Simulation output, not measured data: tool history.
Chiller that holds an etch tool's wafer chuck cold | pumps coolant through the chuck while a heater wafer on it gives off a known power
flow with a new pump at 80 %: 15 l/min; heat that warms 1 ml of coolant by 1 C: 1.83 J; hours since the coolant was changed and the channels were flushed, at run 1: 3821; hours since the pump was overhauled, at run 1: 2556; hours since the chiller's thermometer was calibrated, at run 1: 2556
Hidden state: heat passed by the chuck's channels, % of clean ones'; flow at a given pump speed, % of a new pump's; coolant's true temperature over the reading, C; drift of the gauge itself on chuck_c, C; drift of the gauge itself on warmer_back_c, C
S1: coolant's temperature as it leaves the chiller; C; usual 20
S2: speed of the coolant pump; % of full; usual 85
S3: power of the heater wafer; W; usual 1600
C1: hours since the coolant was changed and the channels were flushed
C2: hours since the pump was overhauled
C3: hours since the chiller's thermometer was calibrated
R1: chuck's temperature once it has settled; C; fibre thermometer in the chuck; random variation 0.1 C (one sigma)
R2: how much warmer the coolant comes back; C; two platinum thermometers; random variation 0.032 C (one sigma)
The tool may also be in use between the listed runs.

{"run": 1, "hour": 0.0, "S1": 20, "S2": 85, "S3": 1600, "C1": 3821, "C2": 2556, "C3": 2556, "R1": 29, "R2": 3.24}
{"run": 2, "hour": 126.6, "S1": 20, "S2": 85, "S3": 1600, "C1": 3948, "C2": 2683, "C3": 2683, "R1": 29, "R2": 3.31}
{"run": 3, "hour": 243.6, "S1": 20, "S2": 85, "S3": 1600, "C1": 4065, "C2": 2800, "C3": 2800, "R1": 28.7, "R2": 3.26}
{"run": 4, "hour": 333.3, "S1": 20, "S2": 85, "S3": 854, "C1": 4155, "C2": 2890, "C3": 2890, "R1": 24.8, "R2": 1.73}
{"run": 5, "hour": 454.8, "S1": 20, "S2": 85, "S3": 854, "C1": 4276, "C2": 3011, "C3": 3011, "R1": 24.7, "R2": 1.71}
{"hour": 555.1, "done": "chiller's thermometer calibrated"}
{"run": 6, "hour": 586.7, "S1": 20, "S2": 85, "S3": 854, "C1": 4407, "C2": 3142, "C3": 32, "R1": 24.8, "R2": 1.72}
{"run": 7, "hour": 710.6, "S1": 20, "S2": 85, "S3": 854, "C1": 4531, "C2": 3266, "C3": 155, "R1": 24.6, "R2": 1.66}
{"run": 8, "hour": 779.4, "S1": 20, "S2": 85, "S3": 854, "C1": 4600, "C2": 3335, "C3": 224, "R1": 24.6, "R2": 1.69}
{"run": 9, "hour": 883.8, "S1": 20, "S2": 85, "S3": 854, "C1": 4704, "C2": 3439, "C3": 329, "R1": 25, "R2": 1.66}
{"run": 10, "hour": 978.0, "S1": 20, "S2": 85, "S3": 1600, "C1": 4798, "C2": 3534, "C3": 423, "R1": 28.9, "R2": 3.16}
{"run": 11, "hour": 1080.5, "S1": 20, "S2": 85, "S3": 2107, "C1": 4901, "C2": 3636, "C3": 525, "R1": 31.9, "R2": 4.21}
{"run": 12, "hour": 1207.1, "S1": 20, "S2": 85, "S3": 1477, "C1": 5027, "C2": 3763, "C3": 652, "R1": 28.3, "R2": 2.95}
{"run": 13, "hour": 1296.2, "S1": 11, "S2": 85, "S3": 1600, "C1": 5117, "C2": 3852, "C3": 741, "R1": 19.8, "R2": 3.07}
{"hour": 1309.5, "done": "coolant changed, channels flushed"}
{"run": 14, "hour": 1419.7, "S1": 20, "S2": 85, "S3": 1600, "C1": 110, "C2": 3969, "C3": 859, "R1": 28.6, "R2": 3.21}
{"run": 15, "hour": 1538.8, "S1": 20, "S2": 85, "S3": 1600, "C1": 229, "C2": 4088, "C3": 978, "R1": 28.9, "R2": 3.09}
{"run": 16, "hour": 1620.4, "S1": 11, "S2": 85, "S3": 1600, "C1": 311, "C2": 4170, "C3": 1059, "R1": 19.9, "R2": 3.05}
{"run": 17, "hour": 1682.4, "S1": 11, "S2": 67, "S3": 1633, "C1": 373, "C2": 4232, "C3": 1121, "R1": 21.9, "R2": 4.08}
{"run": 18, "hour": 1809.6, "S1": 16, "S2": 67, "S3": 1773, "C1": 500, "C2": 4359, "C3": 1248, "R1": 27.8, "R2": 4.46}
{"run": 19, "hour": 1911.8, "S1": 28, "S2": 87, "S3": 944, "C1": 602, "C2": 4461, "C3": 1351, "R1": 33.3, "R2": 1.71}
{"run": 20, "hour": 1995.6, "S1": 23, "S2": 87, "S3": 1891, "C1": 686, "C2": 4545, "C3": 1434, "R1": 33.4, "R2": 3.54}
{"run": 21, "hour": 2091.3, "S1": 29, "S2": 79, "S3": 907, "C1": 782, "C2": 4641, "C3": 1530, "R1": 34.3, "R2": 1.73}
{"run": 22, "hour": 2195.0, "S1": 18, "S2": 94, "S3": 1158, "C1": 886, "C2": 4745, "C3": 1634, "R1": 23.8, "R2": 1.9}
{"run": 23, "hour": 2296.3, "S1": 18, "S2": 94, "S3": 1158, "C1": 987, "C2": 4846, "C3": 1735, "R1": 23.8, "R2": 1.91}
{"run": 24, "hour": 2403.5, "S1": 18, "S2": 94, "S3": 1158, "C1": 1094, "C2": 4953, "C3": 1842, "R1": 23.9, "R2": 1.84}
{"hour": 2414.8, "done": "gauge calibrated"}
{"run": 25, "hour": 2477.0, "S1": 18, "S2": 94, "S3": 1158, "C1": 1167, "C2": 5026, "C3": 1916, "R1": 23.9, "R2": 2.15}
{"run": 26, "hour": 2557.1, "S1": 20, "S2": 88, "S3": 1158, "C1": 1248, "C2": 5107, "C3": 1996, "R1": 26.5, "R2": 2.31}
{"run": 27, "hour": 2652.7, "S1": 14, "S2": 69, "S3": 2014, "C1": 1343, "C2": 5202, "C3": 2092, "R1": 27.1, "R2": 5.16}
{"run": 28, "hour": 2776.5, "S1": 18, "S2": 74, "S3": 1600, "C1": 1467, "C2": 5326, "C3": 2215, "R1": 27.8, "R2": 3.73}
{"run": 29, "hour": 2849.9, "S1": 29, "S2": 61, "S3": 2143, "C1": 1540, "C2": 5399, "C3": 2289, "R1": 44.2, "R2": 6.16}

Forecast run 30:
{"run": 30, "hour": 2924.0, "S1": 23, "S2": 98, "S3": 1920, "C1": 1615, "C2": 5473, "C3": 2363, "R1": "?", "R2": "?"}

R1: 32.6 C
R2: 3.36 C
Without the tool's hidden state the same run would have given R1 32.6 C, R2 3.41 C.

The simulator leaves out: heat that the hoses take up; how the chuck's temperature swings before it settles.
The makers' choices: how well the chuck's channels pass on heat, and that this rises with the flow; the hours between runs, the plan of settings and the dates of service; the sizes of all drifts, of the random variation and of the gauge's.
